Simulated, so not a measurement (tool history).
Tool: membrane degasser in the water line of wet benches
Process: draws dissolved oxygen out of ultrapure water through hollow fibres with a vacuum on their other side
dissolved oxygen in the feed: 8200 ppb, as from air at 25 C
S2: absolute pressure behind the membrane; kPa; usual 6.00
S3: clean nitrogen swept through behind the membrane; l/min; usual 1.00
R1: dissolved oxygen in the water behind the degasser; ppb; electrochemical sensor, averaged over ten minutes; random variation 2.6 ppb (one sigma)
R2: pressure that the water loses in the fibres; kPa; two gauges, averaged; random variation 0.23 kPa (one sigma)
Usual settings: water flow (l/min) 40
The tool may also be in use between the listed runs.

Run 1, hour 0.0: usual settings. Result: R1 280.0 ppb, R2 58.07 kPa.
Run 2, hour 141.3: usual settings. Result: R1 271.1 ppb, R2 58.55 kPa.
Run 3, hour 266.0: usual settings. Result: R1 277.3 ppb, R2 58.24 kPa.
Run 4, hour 359.2: usual settings. Result: R1 275.6 ppb, R2 58.59 kPa.
Run 5, hour 432.0: usual settings. Result: R1 275.4 ppb, R2 58.00 kPa.
Run 6, hour 501.6: usual settings. Result: R1 276.4 ppb, R2 58.43 kPa.
Run 7, hour 563.5: usual settings. Result: R1 277.4 ppb, R2 58.59 kPa.

The next listed run, before its measurement:
Run 8, hour 655.9: usual settings but water flow (l/min) 32, S2 10.01 kPa, S3 0.66 l/min. Result: R1 ?, R2 ?.

Run 8 gave R1 628.8 ppb, R2 46.94 kPa.
Without the tool's hidden state the same run would have given R1 611.1 ppb, R2 46.59 kPa.

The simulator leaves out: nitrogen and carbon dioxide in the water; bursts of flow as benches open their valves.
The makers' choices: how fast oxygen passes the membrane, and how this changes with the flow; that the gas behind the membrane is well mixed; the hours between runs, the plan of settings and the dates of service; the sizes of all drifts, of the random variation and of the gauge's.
